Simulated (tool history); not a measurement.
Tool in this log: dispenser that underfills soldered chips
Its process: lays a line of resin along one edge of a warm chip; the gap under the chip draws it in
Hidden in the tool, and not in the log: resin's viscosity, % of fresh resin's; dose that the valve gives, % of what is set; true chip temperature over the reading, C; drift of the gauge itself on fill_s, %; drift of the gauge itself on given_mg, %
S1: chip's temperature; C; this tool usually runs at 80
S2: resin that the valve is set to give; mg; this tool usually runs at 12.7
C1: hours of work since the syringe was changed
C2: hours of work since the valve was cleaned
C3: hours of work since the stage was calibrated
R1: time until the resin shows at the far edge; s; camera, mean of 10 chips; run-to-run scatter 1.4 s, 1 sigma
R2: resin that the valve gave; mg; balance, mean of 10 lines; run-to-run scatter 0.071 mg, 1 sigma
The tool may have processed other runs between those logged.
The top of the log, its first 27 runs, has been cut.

-- hour=198.5 new syringe of resin
run 28 hour=198.7 | S1=88 S2=12.9 | C1=0 C2=39 C3=331 | R1=100.9 R2=12.54
run 29 hour=204.2 | S1=72 S2=14.3 | C1=4 C2=43 C3=335 | R1=223.3 R2=13.85
run 30 hour=210.1 | S1=72 S2=14.3 | C1=8 C2=47 C3=339 | R1=262.6 R2=13.68
-- hour=214.9 new syringe of resin
run 31 hour=217.2 | S1=75 S2=14.3 | C1=2 C2=52 C3=343 | R1=184.6 R2=13.76
run 32 hour=223 | S1=92 S2=12.7 | C1=5 C2=56 C3=347 | R1=113.3 R2=12.06
run 33 hour=228.9 | S1=68 S2=15.8 | C1=10 C2=60 C3=351 | R1=344.8 R2=15.18
-- hour=230.7 new syringe of resin
run 34 hour=235.2 | S1=86 S2=12.3 | C1=3 C2=64 C3=355 | R1=128 R2=11.75
run 35 hour=239.6 | S1=83 S2=11.6 | C1=6 C2=67 C3=358 | R1=168.1 R2=11.02
-- hour=247.1 new syringe of resin
run 36 hour=249.2 | S1=83 S2=11.6 | C1=1 C2=73 C3=365 | R1=136.3 R2=10.95

Alternative continuations, all from the tool just after run 36; predict every row:
run A hour=253.6 | S1=92 S2=12.6 | C1=4 C2=76 C3=368 | R1=? R2=?
run B hour=253.6 | S1=73 S2=15.7 | C1=4 C2=76 C3=368 | R1=? R2=?
run C hour=253.6 | S1=75 S2=16.3 | C1=4 C2=76 C3=368 | R1=? R2=?

run=A R1=110 R2=11.85
run=B R1=219.8 R2=14.75
run=C R1=200.9 R2=15.19
Without the tool's hidden state the same runs would have given:
run=A R1=87.2 R2=12.6
run=B R1=174.7 R2=15.71
run=C R1=160.1 R2=16.17
